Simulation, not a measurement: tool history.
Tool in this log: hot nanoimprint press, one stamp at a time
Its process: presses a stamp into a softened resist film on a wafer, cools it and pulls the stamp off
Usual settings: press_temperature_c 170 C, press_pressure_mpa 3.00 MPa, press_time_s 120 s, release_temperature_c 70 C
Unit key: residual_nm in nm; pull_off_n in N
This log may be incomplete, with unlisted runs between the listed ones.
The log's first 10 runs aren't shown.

{"run": 11, "hour": 491.3, "press_temperature_c": 170, "press_pressure_mpa": 3.0, "press_time_s": 120, "release_temperature_c": 70, "residual_nm": 107.4, "pull_off_n": 129}
{"run": 12, "hour": 531.4, "press_temperature_c": 170, "press_pressure_mpa": 2.54, "press_time_s": 120, "release_temperature_c": 70, "residual_nm": 114.4, "pull_off_n": 132}
{"run": 13, "hour": 571.5, "press_temperature_c": 170, "press_pressure_mpa": 2.54, "press_time_s": 120, "release_temperature_c": 70, "residual_nm": 115.1, "pull_off_n": 130}
{"run": 14, "hour": 624.9, "press_temperature_c": 170, "press_pressure_mpa": 2.54, "press_time_s": 120, "release_temperature_c": 70, "residual_nm": 114.4, "pull_off_n": 134}
{"hour": 647.2, "done": "stamp cleaned and given a new release coat"}
{"run": 15, "hour": 683.9, "press_temperature_c": 170, "press_pressure_mpa": 3.0, "press_time_s": 120, "release_temperature_c": 70, "residual_nm": 107.0, "pull_off_n": 118}
{"run": 16, "hour": 729.1, "press_temperature_c": 164, "press_pressure_mpa": 4.09, "press_time_s": 120, "release_temperature_c": 64, "residual_nm": 120.3, "pull_off_n": 123}
{"run": 17, "hour": 764.3, "press_temperature_c": 170, "press_pressure_mpa": 3.91, "press_time_s": 84, "release_temperature_c": 70, "residual_nm": 109.2, "pull_off_n": 117}
{"run": 18, "hour": 797.4, "press_temperature_c": 170, "press_pressure_mpa": 3.91, "press_time_s": 224, "release_temperature_c": 68, "residual_nm": 71.2, "pull_off_n": 118}
{"run": 19, "hour": 828.6, "press_temperature_c": 170, "press_pressure_mpa": 3.0, "press_time_s": 233, "release_temperature_c": 70, "residual_nm": 79.7, "pull_off_n": 123}
{"run": 20, "hour": 872.0, "press_temperature_c": 170, "press_pressure_mpa": 3.0, "press_time_s": 60, "release_temperature_c": 65, "residual_nm": 136.5, "pull_off_n": 127}
{"run": 21, "hour": 936.2, "press_temperature_c": 170, "press_pressure_mpa": 3.0, "press_time_s": 60, "release_temperature_c": 65, "residual_nm": 136.3, "pull_off_n": 130}
{"run": 22, "hour": 1006.1, "press_temperature_c": 170, "press_pressure_mpa": 3.0, "press_time_s": 60, "release_temperature_c": 65, "residual_nm": 133.9, "pull_off_n": 127}
{"run": 23, "hour": 1058.4, "press_temperature_c": 165, "press_pressure_mpa": 2.89, "press_time_s": 177, "release_temperature_c": 65, "residual_nm": 110.4, "pull_off_n": 132}
{"run": 24, "hour": 1116.3, "press_temperature_c": 168, "press_pressure_mpa": 3.16, "press_time_s": 72, "release_temperature_c": 73, "residual_nm": 133.4, "pull_off_n": 122}
{"run": 25, "hour": 1152.6, "press_temperature_c": 168, "press_pressure_mpa": 3.16, "press_time_s": 79, "release_temperature_c": 55, "residual_nm": 127.3, "pull_off_n": 144}
{"hour": 1197.8, "done": "plate thermocouple calibrated"}
{"run": 26, "hour": 1226.8, "press_temperature_c": 170, "press_pressure_mpa": 2.69, "press_time_s": 201, "release_temperature_c": 71, "residual_nm": 94.4, "pull_off_n": 135}
{"hour": 1273.2, "done": "stamp cleaned and given a new release coat"}
{"run": 27, "hour": 1292.1, "press_temperature_c": 164, "press_pressure_mpa": 3.64, "press_time_s": 91, "release_temperature_c": 71, "residual_nm": 142.5, "pull_off_n": 117}
{"run": 28, "hour": 1323.9, "press_temperature_c": 164, "press_pressure_mpa": 3.64, "press_time_s": 91, "release_temperature_c": 71, "residual_nm": 143.8, "pull_off_n": 117}
{"run": 29, "hour": 1374.2, "press_temperature_c": 164, "press_pressure_mpa": 3.64, "press_time_s": 91, "release_temperature_c": 71, "residual_nm": 143.9, "pull_off_n": 117}
{"run": 30, "hour": 1431.1, "press_temperature_c": 164, "press_pressure_mpa": 4.21, "press_time_s": 145, "release_temperature_c": 60, "residual_nm": 115.0, "pull_off_n": 129}

3 options for the next run, each taken on its own from the tool as it stands now. Forecast them:
{"run": "A", "hour": 1471.1, "press_temperature_c": 164, "press_pressure_mpa": 4.18, "press_time_s": 145, "release_temperature_c": 76, "residual_nm": "?", "pull_off_n": "?"}
{"run": "B", "hour": 1471.1, "press_temperature_c": 176, "press_pressure_mpa": 3.0, "press_time_s": 120, "release_temperature_c": 70, "residual_nm": "?", "pull_off_n": "?"}
{"run": "C", "hour": 1471.1, "press_temperature_c": 170, "press_pressure_mpa": 3.0, "press_time_s": 120, "release_temperature_c": 60, "residual_nm": "?", "pull_off_n": "?"}

run=A residual_nm=115.0 pull_off_n=117
run=B residual_nm=86.0 pull_off_n=119
run=C residual_nm=109.4 pull_off_n=125
Had the tool no hidden state, the same runs would have come out as:
run=A residual_nm=115.3 pull_off_n=111
run=B residual_nm=86.7 pull_off_n=112
run=C residual_nm=110.4 pull_off_n=118
